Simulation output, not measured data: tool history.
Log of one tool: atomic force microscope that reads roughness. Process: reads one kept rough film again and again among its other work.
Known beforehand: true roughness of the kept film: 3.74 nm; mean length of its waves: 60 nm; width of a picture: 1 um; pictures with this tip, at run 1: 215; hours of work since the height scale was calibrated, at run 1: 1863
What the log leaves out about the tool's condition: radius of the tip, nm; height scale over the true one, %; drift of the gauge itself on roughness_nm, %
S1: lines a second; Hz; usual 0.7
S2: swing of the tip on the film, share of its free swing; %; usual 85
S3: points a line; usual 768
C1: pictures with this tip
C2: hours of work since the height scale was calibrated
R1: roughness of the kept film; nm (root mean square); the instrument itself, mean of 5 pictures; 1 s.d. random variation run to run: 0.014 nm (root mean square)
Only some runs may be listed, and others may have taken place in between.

| run | hour | S1 | S2 | S3 | C1 | C2 | R1 |
|---|---|---|---|---|---|---|---|
| 1 | 0 | 0.7 | 85 | 768 | 215 | 1863 | 3.211 |
|  | 7.2 | new tip fitted |
| 2 | 71 | 0.7 | 82 | 768 | 139 | 1909 | 3.327 |
|  | 112.1 | new tip fitted |
| 3 | 129.5 | 0.7 | 82 | 768 | 38 | 1946 | 3.429 |
| 4 | 197.1 | 0.7 | 82 | 768 | 185 | 1991 | 3.304 |
|  | 216.3 | new tip fitted |
| 5 | 251.4 | 0.7 | 85 | 768 | 77 | 2026 | 3.366 |
| 6 | 293.3 | 0.7 | 62 | 768 | 168 | 2053 | 3.484 |
|  | 320.4 | new tip fitted |
| 7 | 344.8 | 0.7 | 62 | 768 | 53 | 2086 | 3.6 |
| 8 | 383.3 | 0.7 | 62 | 768 | 137 | 2111 | 3.498 |
|  | 422.6 | new tip fitted |
| 9 | 441.2 | 0.956 | 85 | 768 | 40 | 2149 | 3.35 |
| 10 | 470.4 | 0.956 | 85 | 768 | 104 | 2168 | 3.278 |
| 11 | 500.6 | 0.7 | 85 | 768 | 170 | 2187 | 3.284 |
|  | 529.2 | new tip fitted |
| 12 | 570.3 | 0.7 | 85 | 768 | 90 | 2233 | 3.37 |
| 13 | 627 | 0.7 | 85 | 768 | 214 | 2269 | 3.234 |
|  | 633.9 | new tip fitted |
| 14 | 696.4 | 0.7 | 85 | 901 | 137 | 2314 | 3.328 |
|  | 736.3 | new tip fitted |
| 15 | 760.2 | 0.7 | 85 | 901 | 52 | 2356 | 3.402 |
|  | 775.4 | height scale calibrated on a step standard |
| 16 | 824.8 | 3.736 | 85 | 768 | 191 | 32 | 2.364 |
|  | 840.2 | new tip fitted |
| 17 | 887.1 | 3.736 | 85 | 768 | 102 | 73 | 2.456 |
|  | 942.3 | new tip fitted |
| 18 | 958.2 | 3.736 | 85 | 768 | 34 | 119 | 2.507 |
| 19 | 1028.6 | 0.7 | 85 | 768 | 188 | 164 | 3.204 |
|  | 1048.4 | new tip fitted |
| 20 | 1093.1 | 0.7 | 85 | 331 | 97 | 206 | 3.25 |
| 21 | 1138.9 | 0.7 | 85 | 331 | 197 | 236 | 3.177 |
|  | 1154.5 | new tip fitted |
| 22 | 1173.3 | 0.856 | 85 | 768 | 41 | 258 | 3.267 |
| 23 | 1210 | 0.7 | 85 | 768 | 121 | 282 | 3.255 |
|  | 1259.6 | new tip fitted |
| 24 | 1267.7 | 0.7 | 85 | 768 | 18 | 319 | 3.349 |
| 25 | 1324 | 0.7 | 85 | 768 | 141 | 356 | 3.244 |
|  | 1360.1 | new tip fitted |
| 26 | 1365.8 | 0.7 | 85 | 768 | 12 | 383 | 3.356 |
| 27 | 1415.7 | 0.7 | 85 | 768 | 121 | 416 | 3.23 |
|  | 1465.1 | new tip fitted |
| 28 | 1475.5 | 0.7 | 85 | 768 | 23 | 454 | 3.35 |
| 29 | 1526.3 | 0.7 | 63 | 297 | 134 | 487 | 3.434 |
|  | 1567.9 | new tip fitted |
| 30 | 1582.1 | 0.7 | 63 | 297 | 31 | 523 | 3.519 |
| 31 | 1654.7 | 3.513 | 83 | 890 | 189 | 571 | 2.488 |
|  | 1670.3 | new tip fitted |
| 32 | 1690.2 | 1.747 | 71 | 818 | 43 | 594 | 3.291 |
| 33 | 1730.2 | 3.995 | 65 | 818 | 131 | 620 | 3.056 |
|  | 1774.2 | new tip fitted |
| 34 | 1784.1 | 3.995 | 71 | 976 | 22 | 654 | 2.945 |
| 35 | 1850.4 | 3.995 | 71 | 285 | 166 | 698 | 2.818 |
|  | 1878.2 | new tip fitted |
| 36 | 1906.3 | 3.089 | 60 | 261 | 61 | 734 | 3.29 |
| 37 | 1945.9 | 1.925 | 83 | 897 | 148 | 760 | 2.906 |
|  | 1979.4 | new tip fitted |
| 38 | 1989.3 | 1.925 | 83 | 897 | 21 | 788 | 3.02 |
| 39 | 2060.1 | 1.557 | 68 | 1018 | 176 | 834 | 3.217 |
|  | 2083.1 | new tip fitted |
| 40 | 2106.4 | 1.557 | 74 | 1018 | 51 | 864 | 3.27 |
| 41 | 2177.1 | 1.557 | 74 | 1018 | 205 | 910 | 3.148 |
|  | 2188.1 | new tip fitted |
| 42 | 2210.4 | 1.7 | 74 | 1018 | 48 | 931 | 3.238 |
| 43 | 2263.1 | 1.799 | 85 | 776 | 163 | 965 | 2.854 |
|  | 2290.7 | new tip fitted |
| 44 | 2311.7 | 3.084 | 59 | 768 | 46 | 997 | 3.355 |
| 45 | 2349.9 | 3.084 | 59 | 768 | 130 | 1022 | 3.284 |
|  | 2391.8 | new tip fitted |
| 46 | 2415 | 0.7 | 77 | 768 | 50 | 1064 | 3.416 |
| 47 | 2487.3 | 1.761 | 85 | 822 | 208 | 1111 | 2.863 |
|  | 2493.8 | new tip fitted |
| 48 | 2549 | 3.224 | 83 | 931 | 121 | 1151 | 2.637 |
| 49 | 2588.7 | 1.73 | 74 | 490 | 207 | 1177 | 3.107 |
|  | 2600.3 | new tip fitted |
| 50 | 2628.3 | 1.73 | 74 | 490 | 62 | 1202 | 3.219 |

Each row is a separate what-if for the run after 50, all from the same tool condition, not one after another. Results?
| A | 2674 | 2.535 | 62 | 482 | 161 | 1232 | ? |
| B | 2674 | 0.84 | 69 | 295 | 161 | 1232 | ? |
| C | 2674 | 3.808 | 85 | 768 | 161 | 1232 | ? |
| D | 2674 | 0.746 | 74 | 729 | 161 | 1232 | ? |

| run | R1 |
|---|---|
| A | 3.243 |
| B | 3.356 |
| C | 2.415 |
| D | 3.341 |
The same runs, with their run-to-run variation unchanged, on a tool lacking any hidden condition would have given:
| run | R1 |
|---|---|
| A | 3.382 |
| B | 3.5 |
| C | 2.518 |
| D | 3.485 |
